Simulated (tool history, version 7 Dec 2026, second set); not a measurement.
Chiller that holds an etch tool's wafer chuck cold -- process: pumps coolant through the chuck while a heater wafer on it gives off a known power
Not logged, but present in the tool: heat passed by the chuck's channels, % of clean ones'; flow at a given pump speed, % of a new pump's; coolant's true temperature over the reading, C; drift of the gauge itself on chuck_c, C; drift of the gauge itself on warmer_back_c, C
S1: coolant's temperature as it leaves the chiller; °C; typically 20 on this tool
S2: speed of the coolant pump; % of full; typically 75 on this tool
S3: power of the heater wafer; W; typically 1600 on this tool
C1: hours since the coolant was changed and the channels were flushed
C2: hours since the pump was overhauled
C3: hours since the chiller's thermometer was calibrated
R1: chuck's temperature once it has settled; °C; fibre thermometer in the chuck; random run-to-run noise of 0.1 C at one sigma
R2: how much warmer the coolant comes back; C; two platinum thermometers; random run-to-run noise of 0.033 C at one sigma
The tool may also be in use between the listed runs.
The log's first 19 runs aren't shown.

| run | hour | S1 | S2 | S3 | C1 | C2 | C3 | R1 | R2 |
|---|---|---|---|---|---|---|---|---|---|
| 20 | 2316.3 | 12 | 88 | 2362 | 1224 | 3762 | 1291 | 39.1 | 6.17 |
| 21 | 2482.8 | 20 | 61 | 1406 | 1391 | 3928 | 1457 | 39.4 | 5.26 |
| 22 | 2634 | 20 | 61 | 1406 | 1542 | 4079 | 1609 | 39.4 | 5.21 |
| 23 | 2806.2 | 20 | 61 | 1406 | 1714 | 4252 | 1781 | 39.2 | 5.26 |
| 24 | 2968.9 | 11 | 82 | 2227 | 1877 | 4414 | 1943 | 37.3 | 6.21 |
| 25 | 3082.9 | 16 | 84 | 1596 | 1991 | 4528 | 2057 | 34.7 | 4.27 |
| 26 | 3193.2 | 21 | 73 | 1600 | 2101 | 4639 | 2168 | 41.2 | 5 |
| 27 | 3287.3 | 10 | 75 | 1600 | 2195 | 4733 | 2262 | 30 | 4.87 |
| 28 | 3383 | 10 | 75 | 1600 | 2291 | 4828 | 2358 | 29.8 | 4.89 |
| 29 | 3496.6 | 10 | 75 | 1600 | 2404 | 4942 | 2471 | 29.7 | 4.91 |
| 30 | 3584.8 | 26 | 89 | 1289 | 2493 | 5030 | 2559 | 40.8 | 3.32 |
| 31 | 3752.9 | 29 | 98 | 1986 | 2661 | 5198 | 2727 | 50.5 | 4.7 |

4 ways to go on from here, each from the tool as it stands after run 31. What would each give?
|  | 3858.6 | coolant pump overhauled |
| A | 3858.6 | 28 | 68 | 1939 | 2762 | 0 | 2828 | ? | ? |
|  | 3858.6 | coolant pump overhauled |
| B | 3858.6 | 20 | 78 | 1600 | 2762 | 0 | 2828 | ? | ? |
|  | 3858.6 | coolant pump overhauled |
| C | 3858.6 | 20 | 75 | 1402 | 2762 | 0 | 2828 | ? | ? |
|  | 3858.6 | coolant pump overhauled |
| D | 3858.6 | 29 | 76 | 1986 | 2762 | 0 | 2828 | ? | ? |

| run | R1 | R2 |
|---|---|---|
| A | 53.3 | 6.54 |
| B | 39.5 | 4.69 |
| C | 37.6 | 4.21 |
| D | 53.5 | 5.94 |
With the hidden condition removed and each run's random variation left untouched, the same runs would have given:
| run | R1 | R2 |
|---|---|---|
| A | 53.3 | 6.54 |
| B | 39.5 | 4.69 |
| C | 37.6 | 4.21 |
| D | 53.5 | 5.94 |
